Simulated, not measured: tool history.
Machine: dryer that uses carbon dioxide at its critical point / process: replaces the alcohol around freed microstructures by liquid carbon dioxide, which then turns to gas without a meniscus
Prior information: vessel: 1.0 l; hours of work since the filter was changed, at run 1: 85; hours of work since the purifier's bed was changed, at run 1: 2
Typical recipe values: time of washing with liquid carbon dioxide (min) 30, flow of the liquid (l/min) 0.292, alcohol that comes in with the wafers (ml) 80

run   hour  time of washing with liquid carbon dioxide (min)  flow of the liquid (l/min)  alcohol that comes in with the wafers (ml)  hours of work since the filter was changed  hours of work since the purifier's bed was changed  alcohol left in the vessel before it's heated (ppm by volume)
  1    0.0                                                30                       0.292                                          80                                          85                                                   2                                                             67
  2    4.7                                                40                       0.292                                          80                                          88                                                   5                                                             12
  3   12.1                                                30                       0.426                                          80                                          93                                                   9                                                             19
  4   18.0                                                30                       0.426                                          80                                          96                                                  13                                                             25
  5   25.7                                                30                       0.426                                          80                                         101                                                  18                                                              8
  6   32.0                                                30                       0.292                                          80                                         105                                                  21                                                             83
  7   38.6                                                25                       0.292                                          80                                         109                                                  25                                                            246
  8   46.1                                                25                       0.292                                          80                                         113                                                  30                                                            237
  9   51.5                                                30                       0.292                                          80                                         117                                                  33                                                             78
 10   56.3                                                30                       0.292                                          80                                         120                                                  36                                                             84
 11   67.2                                                30                       0.292                                          80                                         126                                                  43                                                             98
 12   76.1                                                30                       0.292                                          80                                         132                                                  48                                                             81
 13   81.8                                                30                       0.292                                          80                                         135                                                  52                                                            100
 14   91.8                                                30                       0.292                                          80                                         141                                                  58                                                            103
 15   97.3                                                25                       0.292                                          80                                         145                                                  61                                                            257
 16  105.5                                                44                       0.292                                          22                                         150                                                  66                                                             29
 17  114.8                                                21                       0.291                                          23                                         156                                                  72                                                            211
 18  120.5                                                40                       0.291                                          43                                         159                                                  76                                                             40
 19  125.1                                                30                       0.318                                          81                                         162                                                  78                                                             69
 20  133.2                                                30                       0.318                                          81                                         167                                                  83                                                             69
 21  140.3                                                45                       0.296                                          80                                         171                                                  88                                                             40
 22  144.9                                                45                       0.296                                          80                                         174                                                  91                                                             37
 23  153.9                                                20                       0.463                                          35                                         179                                                  96                                                             59
 24  164.2                                                20                       0.463                                          35                                         186                                                 102                                                             59
 25  172.6                                                20                       0.463                                          35                                         191                                                 107                                                             58
 26  183.5                                                46                       0.403                                          55                                         198                                                 114                                                             46
 27  188.7                                                46                       0.403                                          55                                         201                                                 117                                                             47
 28  198.1                                                22                       0.176                                          45                                         207                                                 123                                                           2574
 29  207.5                                                33                       0.438                                          49                                         212                                                 129                                                             58

How would selected steps in alcohol left in the vessel before it's heated (ppm by volume) from run to run divide? Give the signed amount a tool lacking its hidden state would still show from settings, what came in and random variation, and the signed amount left for the hidden state, including any gauge scatter that is not in both of the compared results.
The hidden state here: flow that reaches the vessel past the clogged filter, %; alcohol in the recycled carbon dioxide, ppm; drift of the gauge itself on alcohol_ppm, %.
Run 27 -> 28: time of washing with liquid carbon dioxide (min) 46 -> 22, flow of the liquid (l/min) 0.403 -> 0.176, alcohol that comes in with the wafers (ml) 55 -> 45. alcohol left in the vessel before it's heated (ppm by volume) +2527: hidden state +456, all else +2071.
Run 28 -> 29: time of washing with liquid carbon dioxide (min) 22 -> 33, flow of the liquid (l/min) 0.176 -> 0.438, alcohol that comes in with the wafers (ml) 45 -> 49. alcohol left in the vessel before it's heated (ppm by volume) -2516: hidden state -450, all else -2066.

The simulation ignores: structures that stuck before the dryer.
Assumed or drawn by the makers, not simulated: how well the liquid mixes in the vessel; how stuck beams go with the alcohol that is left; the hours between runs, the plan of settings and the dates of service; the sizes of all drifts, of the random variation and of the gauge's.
